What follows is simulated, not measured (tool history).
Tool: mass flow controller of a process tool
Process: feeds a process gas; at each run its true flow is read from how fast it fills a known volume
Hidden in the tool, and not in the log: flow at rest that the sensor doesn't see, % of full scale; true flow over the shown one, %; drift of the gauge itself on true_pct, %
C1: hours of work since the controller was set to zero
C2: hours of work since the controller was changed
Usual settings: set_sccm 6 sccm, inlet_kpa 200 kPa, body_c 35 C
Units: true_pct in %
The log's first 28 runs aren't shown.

Run 29, hour 4138.8: usual settings but set_sccm 10 sccm, inlet_kpa 259 kPa, body_c 27 C; C1 3439; C2 3439. Result: true_pct 96.59 %.
Run 30, hour 4320.8: usual settings but set_sccm 3 sccm, inlet_kpa 212 kPa, body_c 24 C; C1 3516; C2 3516. Result: true_pct 93.03 %.
Run 31, hour 4494.1: usual settings but set_sccm 2 sccm, inlet_kpa 232 kPa, body_c 40 C; C1 3589; C2 3589. Result: true_pct 89.4 %.
Run 32, hour 4624.9: usual settings but set_sccm 2 sccm, inlet_kpa 232 kPa, body_c 40 C; C1 3644; C2 3644. Result: true_pct 89.21 %.
Run 33, hour 4761.8: usual settings but set_sccm 2 sccm, inlet_kpa 172 kPa, body_c 22 C; C1 3702; C2 3702. Result: true_pct 90.52 %.
Run 34, hour 4856.9: usual settings but set_sccm 2 sccm, inlet_kpa 172 kPa, body_c 22 C; C1 3742; C2 3742. Result: true_pct 90.42 %.
Run 35, hour 4943.3: usual settings but set_sccm 16 sccm, body_c 29 C; C1 3778; C2 3778. Result: true_pct 97.47 %.
Run 36, hour 5080: usual settings but set_sccm 14 sccm, inlet_kpa 273 kPa, body_c 31 C; C1 3836; C2 3836. Result: true_pct 97.1 %.
Run 37, hour 5192.3: usual settings but set_sccm 14 sccm, inlet_kpa 273 kPa, body_c 31 C; C1 3883; C2 3883. Result: true_pct 97.12 %.
Run 38, hour 5280.8: usual settings but set_sccm 4 sccm, inlet_kpa 157 kPa, body_c 25 C; C1 3920; C2 3920. Result: true_pct 93.44 %.
Run 39, hour 5494: usual settings but set_sccm 4 sccm, inlet_kpa 157 kPa, body_c 25 C; C1 4010; C2 4010. Result: true_pct 93.49 %.
Run 40, hour 5706.5: usual settings but set_sccm 16 sccm, inlet_kpa 214 kPa, body_c 20 C; C1 4099; C2 4099. Result: true_pct 98.12 %.
Run 41, hour 5811.2: usual settings but set_sccm 16 sccm, inlet_kpa 214 kPa, body_c 20 C; C1 4143; C2 4143. Result: true_pct 98.1 %.
Run 42, hour 5953.9: usual settings but set_sccm 16 sccm, inlet_kpa 214 kPa, body_c 20 C; C1 4203; C2 4203. Result: true_pct 98.1 %.
Run 43, hour 6052.6: usual settings but set_sccm 16 sccm, inlet_kpa 214 kPa, body_c 20 C; C1 4245; C2 4245. Result: true_pct 98.07 %.
Run 44, hour 6148.7: usual settings but set_sccm 8 sccm, inlet_kpa 257 kPa, body_c 21 C; C1 4285; C2 4285. Result: true_pct 96 %.

4 ways to go on from here, each from the tool as it stands after run 44. What would each give?
Run A, hour 6238.6: usual settings but set_sccm 8 sccm, inlet_kpa 141 kPa, body_c 33 C; C1 4323; C2 4323. Result: true_pct ?.
Run B, hour 6238.6: usual settings but set_sccm 3 sccm, inlet_kpa 155 kPa, body_c 37 C; C1 4323; C2 4323. Result: true_pct ?.
Run C, hour 6238.6: usual settings but inlet_kpa 195 kPa; C1 4323; C2 4323. Result: true_pct ?.
Run D, hour 6238.6: usual settings but inlet_kpa 211 kPa, body_c 39 C; C1 4323; C2 4323. Result: true_pct ?.

run  true_pct
  A     94.78
  B     90.71
  C     93.93
  D     93.54
Without the tool's hidden state the same runs would have given:
run  true_pct
  A     97.57
  B     96.63
  C     97.36
  D     96.95
